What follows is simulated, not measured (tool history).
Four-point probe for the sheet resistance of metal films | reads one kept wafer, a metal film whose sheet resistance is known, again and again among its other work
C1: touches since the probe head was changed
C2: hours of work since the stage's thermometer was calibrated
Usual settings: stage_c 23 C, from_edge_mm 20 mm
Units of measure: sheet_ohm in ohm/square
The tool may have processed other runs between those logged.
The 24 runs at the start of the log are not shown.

Run 25, hour 506.5: usual settings but stage_c 32 C, from_edge_mm 7 mm; C1 25041; C2 1609. Result: sheet_ohm 15.993680 ohm/square.
Run 26, hour 534.7: usual settings but stage_c 31 C; C1 26119; C2 1628. Result: sheet_ohm 15.761750 ohm/square.
Run 27, hour 547.1: usual settings but stage_c 31 C; C1 26592; C2 1637. Result: sheet_ohm 15.763591 ohm/square.
Run 28, hour 568.2: usual settings but stage_c 30 C, from_edge_mm 3 mm; C1 27399; C2 1651. Result: sheet_ohm 17.104813 ohm/square.
Run 29, hour 589.6: usual settings but stage_c 30 C, from_edge_mm 3 mm; C1 28216; C2 1666. Result: sheet_ohm 17.103820 ohm/square.
At hour 604.2: stage's thermometer calibrated.
Run 30, hour 605.7: usual settings but stage_c 32 C, from_edge_mm 5 mm; C1 28813; C2 1. Result: sheet_ohm 16.213947 ohm/square.
Run 31, hour 633.1: usual settings but stage_c 22 C, from_edge_mm 7 mm; C1 29861; C2 20. Result: sheet_ohm 16.029745 ohm/square.
Run 32, hour 659.5: usual settings but stage_c 27 C, from_edge_mm 5 mm; C1 30871; C2 37. Result: sheet_ohm 16.254573 ohm/square.
Run 33, hour 685.8: usual settings but stage_c 27 C, from_edge_mm 5 mm; C1 31873; C2 55. Result: sheet_ohm 16.252304 ohm/square.
Run 34, hour 702.4: usual settings but stage_c 25 C, from_edge_mm 5 mm; C1 32507; C2 66. Result: sheet_ohm 16.266873 ohm/square.
Run 35, hour 729.4: usual settings but stage_c 25 C, from_edge_mm 5 mm; C1 33539; C2 85. Result: sheet_ohm 16.268068 ohm/square.
Run 36, hour 750.9: usual settings but stage_c 26 C; C1 34361; C2 99. Result: sheet_ohm 15.764069 ohm/square.
Run 37, hour 763.9: usual settings but stage_c 29 C, from_edge_mm 15 mm; C1 34859; C2 108. Result: sheet_ohm 15.777060 ohm/square.
Run 38, hour 777.3: usual settings but from_edge_mm 14 mm; C1 35372; C2 117. Result: sheet_ohm 15.822126 ohm/square.
Run 39, hour 791.4: usual settings but stage_c 20 C, from_edge_mm 64 mm; C1 35909; C2 127. Result: sheet_ohm 15.775185 ohm/square.
Run 40, hour 820.2: usual settings but stage_c 22 C; C1 37011; C2 146. Result: sheet_ohm 15.799962 ohm/square.
Run 41, hour 847.0: usual settings but from_edge_mm 4 mm; C1 38034; C2 164. Result: sheet_ohm 16.567975 ohm/square.
Run 42, hour 860.6: usual settings but stage_c 21 C, from_edge_mm 31 mm; C1 38556; C2 174. Result: sheet_ohm 15.783021 ohm/square.
Run 43, hour 880.1: usual settings but stage_c 29 C, from_edge_mm 19 mm; C1 39302; C2 187. Result: sheet_ohm 15.754582 ohm/square.
Run 44, hour 901.2: usual settings but stage_c 18 C, from_edge_mm 4 mm; C1 40107; C2 201. Result: sheet_ohm 16.604874 ohm/square.

What if the next run were any one of these 3? Each begins from the tool's condition after run 44:
Run A, hour 920.9: usual settings but stage_c 22 C, from_edge_mm 45 mm; C1 40859; C2 214. Result: sheet_ohm ?.
Run B, hour 920.9: usual settings but stage_c 26 C; C1 40859; C2 214. Result: sheet_ohm ?.
Run C, hour 920.9: usual settings but stage_c 24 C, from_edge_mm 4 mm; C1 40859; C2 214. Result: sheet_ohm ?.

run  sheet_ohm
  A  15.770466
  B  15.778069
  C  16.555498
Had the tool no hidden state, the same runs would have come out as:
run  sheet_ohm
  A  15.777118
  B  15.784732
  C  16.562453
